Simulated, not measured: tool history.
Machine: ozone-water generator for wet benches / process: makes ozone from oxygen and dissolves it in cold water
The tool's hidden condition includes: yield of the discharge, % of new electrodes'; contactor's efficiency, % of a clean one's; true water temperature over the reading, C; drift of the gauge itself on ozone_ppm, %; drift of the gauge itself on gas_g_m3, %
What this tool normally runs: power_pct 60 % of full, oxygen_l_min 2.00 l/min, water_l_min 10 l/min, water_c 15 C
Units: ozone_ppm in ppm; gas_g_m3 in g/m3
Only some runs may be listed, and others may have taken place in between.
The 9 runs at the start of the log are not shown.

run   hour  power_pct  oxygen_l_min  water_l_min  water_c  hours of work since the electrodes were changed  hours of work since the contactor was cleaned  hours of work since the thermometer was calibrated  ozone_ppm  gas_g_m3
 10  244.9         60          2.00           10       10                                             1353                                           5931                                                2454       16.5     171.8
 11  276.3         60          2.00           10        9                                             1382                                           5960                                                2484       16.7     169.4
     283.1  -- contactor cleaned
 12  326.6         60          2.00           10        9                                             1425                                             40                                                2527       16.4     168.8
 13  347.3         60          2.00           10        9                                             1444                                             60                                                2546       16.4     170.0
     371.5  -- contactor cleaned, once more
 14  396.6         60          2.00           10       15                                             1486                                             23                                                2588       16.2     169.7
 15  424.9         60          2.00           13       15                                             1513                                             50                                                2614       12.5     171.9
 16  447.1         60          2.00           13       15                                             1533                                             70                                                2635       12.8     170.4
 17  492.3         43          3.20            9        8                                             1575                                            112                                                2677       16.2     107.9
 18  533.4         43          3.20            9        8                                             1614                                            151                                                2715       16.1     107.8
 19  555.8         99          2.33            6       15                                             1634                                            171                                                2736       33.5     218.3
 20  578.6         99          2.33            6       15                                             1656                                            193                                                2757       33.1     215.2
 21  613.6         49          2.33           13       11                                             1688                                            225                                                2790       11.8     137.9
 22  637.7         49          2.33           10       22                                             1711                                            247                                                2812       12.9     137.8
 23  675.9         59          2.00           10       15                                             1746                                            283                                                2848       15.9     166.8
 24  698.9         59          2.00           10       15                                             1767                                            304                                                2869       16.1     165.8
     703.7  -- water thermometer calibrated
 25  738.8         59          2.00           10       15                                             1804                                            341                                                  33       15.6     167.5
 26  773.2         53          2.00           10       18                                             1836                                            373                                                  65       14.3     155.6
 27  801.0         50          2.81           10        8                                             1862                                            399                                                  90       15.9     127.6
 28  834.3         60          2.00            7       17                                             1893                                            430                                                 121       20.6     168.7
 29  880.3         81          1.85           14        7                                             1936                                            472                                                 164       14.9     215.0
 30  900.3         81          3.56            6       16                                             1954                                            491                                                 183       27.6     151.9
 31  942.3         81          2.11            6       19                                             1993                                            530                                                 222       27.4     200.7
 32  961.7         51          1.41            8       11                                             2011                                            548                                                 240       17.2     181.7

Branching from run 32: 3 alternative next runs. What would each branch give?
  A  1001.7         96          2.30           10       19                                             2048                                            585                                                 277          ?         ?
  B  1001.7         44          1.41            8        7                                             2048                                            585                                                 277          ?         ?
  C  1001.7         89          2.88           10       15                                             2048                                            585                                                 277          ?         ?

run  ozone_ppm  gas_g_m3
  A       21.0     211.9
  B       16.4     166.0
  C       21.1     182.1
Take away the tool's hidden state, keep each run's random variation, and the runs would have read:
run  ozone_ppm  gas_g_m3
  A       22.0     220.9
  B       16.9     170.0
  C       22.1     189.5
